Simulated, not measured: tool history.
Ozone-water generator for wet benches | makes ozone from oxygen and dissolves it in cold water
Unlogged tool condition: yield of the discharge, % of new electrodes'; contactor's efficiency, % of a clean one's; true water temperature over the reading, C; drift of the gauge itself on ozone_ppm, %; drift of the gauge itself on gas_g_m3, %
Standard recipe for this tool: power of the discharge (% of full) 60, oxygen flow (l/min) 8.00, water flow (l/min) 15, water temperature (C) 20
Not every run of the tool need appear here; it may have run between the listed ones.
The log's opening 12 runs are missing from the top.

run,hour,power of the discharge (% of full),oxygen flow (l/min),water flow (l/min),water temperature (C),hours of work since the electrodes were changed,hours of work since the contactor was cleaned,hours of work since the thermometer was calibrated,dissolved ozone (ppm),ozone in the gas ahead of the water (g/m3)
13,274.4,60,8.00,15,20,993,4167,3075,21.4,134.5
14,293.6,60,8.00,15,20,1008,4182,3091,21.6,133.6
15,326.2,44,8.00,15,20,1034,4208,3116,17.2,108.5
16,355.3,44,8.00,15,20,1057,4231,3140,17.5,108.9
17,380.9,44,9.17,15,20,1077,4252,3160,17.6,103.7
18,412.0,60,5.83,15,20,1102,4276,3185,21.2,149.5
19,433.3,60,4.77,22,24,1119,4293,3201,14.0,163.9
20,460.9,76,13.83,11,26,1141,4315,3223,24.0,131.0
21,488.8,76,10.60,15,13,1163,4337,3246,28.8,143.3
22,515.9,76,10.60,15,13,1185,4359,3267,28.7,142.4
23,531.2,50,8.00,15,25,1197,4371,3279,17.2,118.8
24,551.6,50,8.00,15,25,1213,4387,3295,17.3,118.6
25,576.6,50,9.09,16,22,1233,4407,3315,17.2,112.7
26,594.3,61,8.00,15,13,1247,4421,3329,24.8,135.6
27,612.2,68,8.00,15,27,1261,4435,3344,20.4,145.2
28,644.7,68,8.00,15,27,1287,4461,3369,20.1,145.3
29,663.4,68,8.00,15,27,1302,4476,3384,20.0,145.8
30,687.6,68,14.25,15,24,1321,4495,3403,20.7,118.4
31,707.9,60,5.31,10,20,1337,4511,3419,27.4,154.9
32,727.0,60,5.68,15,20,1352,4527,3435,21.2,151.9
33,748.2,60,9.28,10,14,1369,4543,3451,30.1,128.1

4 options for the next run, each taken on its own from the tool as it stands now. Forecast them:
A,768.1,76,9.28,10,14,1385,4559,3467,?,?
B,768.1,44,8.89,13,20,1385,4559,3467,?,?
C,768.1,66,9.28,10,14,1385,4559,3467,?,?
D,768.1,53,9.28,13,20,1385,4559,3467,?,?

run,dissolved ozone (ppm),ozone in the gas ahead of the water (g/m3)
A,34.9,147.7
B,19.1,104.8
C,32.1,135.9
D,21.4,118.4
With no hidden state in the tool, these same runs would have given:
run,dissolved ozone (ppm),ozone in the gas ahead of the water (g/m3)
A,36.8,152.8
B,19.9,107.2
C,33.7,140.2
D,22.4,121.6
